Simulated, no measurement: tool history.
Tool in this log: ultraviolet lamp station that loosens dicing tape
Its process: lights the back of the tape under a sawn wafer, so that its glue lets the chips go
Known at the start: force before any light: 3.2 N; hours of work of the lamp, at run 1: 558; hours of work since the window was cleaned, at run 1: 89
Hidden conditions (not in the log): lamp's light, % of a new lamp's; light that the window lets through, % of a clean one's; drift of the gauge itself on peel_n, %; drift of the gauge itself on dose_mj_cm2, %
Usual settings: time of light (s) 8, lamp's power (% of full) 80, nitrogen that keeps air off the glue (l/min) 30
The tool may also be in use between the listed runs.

| run | hour | time of light (s) | lamp's power (% of full) | nitrogen that keeps air off the glue (l/min) | hours of work of the lamp | hours of work since the window was cleaned | force that peels the tape off (N) | light that reached the tape (mJ/cm2) |
|---|---|---|---|---|---|---|---|---|
| 1 | 0.0 | 8 | 80 | 30 | 558 | 89 | 0.400 | 393 |
| 2 | 32.9 | 8 | 80 | 30 | 584 | 114 | 0.403 | 403 |
| 3 | 59.0 | 8 | 80 | 30 | 604 | 134 | 0.392 | 398 |
| 4 | 78.0 | 8 | 80 | 30 | 618 | 149 | 0.400 | 402 |
| 5 | 96.8 | 8 | 80 | 30 | 633 | 163 | 0.410 | 396 |
| 6 | 123.8 | 5 | 80 | 30 | 654 | 184 | 0.771 | 249 |
| 7 | 143.5 | 5 | 80 | 30 | 669 | 199 | 0.749 | 251 |
| 8 | 161.9 | 5 | 80 | 30 | 683 | 214 | 0.768 | 246 |

Run 9 is up next; what results do you expect?
| 9 | 190.5 | 13 | 80 | 37 | 705 | 236 | ? | ? |

{"run 9": {"force that peels the tape off (N)": 0.243, "light that reached the tape (mJ/cm2)": 644}}
If the tool had no hidden condition, the same run with the same run-to-run variation would have returned force that peels the tape off (N) 0.243, light that reached the tape (mJ/cm2) 645.
